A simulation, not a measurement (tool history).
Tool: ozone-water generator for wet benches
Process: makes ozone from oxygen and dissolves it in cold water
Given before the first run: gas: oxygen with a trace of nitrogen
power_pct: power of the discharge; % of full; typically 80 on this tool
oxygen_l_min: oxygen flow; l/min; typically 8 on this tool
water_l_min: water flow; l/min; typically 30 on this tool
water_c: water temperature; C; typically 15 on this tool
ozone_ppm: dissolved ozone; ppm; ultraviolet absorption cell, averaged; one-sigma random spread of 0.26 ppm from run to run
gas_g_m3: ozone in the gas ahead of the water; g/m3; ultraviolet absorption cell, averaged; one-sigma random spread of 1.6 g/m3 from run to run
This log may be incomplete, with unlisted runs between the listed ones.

run     day  power_pct  oxygen_l_min  water_l_min  water_c  ozone_ppm  gas_g_m3
  1       0         80             8           30       15       39.3     302.9
  2   1.908         80             8           30       15       39.4     301.4
  3    4.95         80             8           30       15       39.7     301.1
  4   9.062         80             8           30        9       42.8       304
  5  11.296         80             8           22        9         54     302.5
  6  14.867         80             8           22        9       53.4     303.2
  7  17.862         80             8           22        9         54     303.5
  8  20.546         80             8           22        9       54.4     301.1
  9  22.654         80             8           22        9         54     300.8
 10  25.379         80             8           22        9       54.6     302.7
 11  27.958         80             8           21       15       50.6     302.2
 12  30.583         80             8           21       15       50.9       300
 13    32.9         80             8           21       15         51     300.7
 14  34.633         80             8           21       15       50.6     300.7
 15  37.688         80             8           45       15         28     303.9
 16  39.671         80             8           45       15       27.6     304.3
 17  43.212         58         13.64           19       17         38     178.1
 18  45.467         58         13.23           47       17       21.2     181.4
 19  48.329         80          7.07           30       20       36.4     320.7
 20  50.596         80          7.07           30       20         36     318.3
 21  52.396         60          4.76           30       15       27.7     293.9
 22  54.158         91             8           30       10       47.2     336.2

Estimate the outcome of run 23 from the log above:
 23  56.179         91             8           30       10          ?         ?

Run 23 measured ozone_ppm 46.9 ppm, gas_g_m3 339 g/m3.
With no hidden state in the tool, this same run would have given ozone_ppm 47 ppm, gas_g_m3 339.4 g/m3.
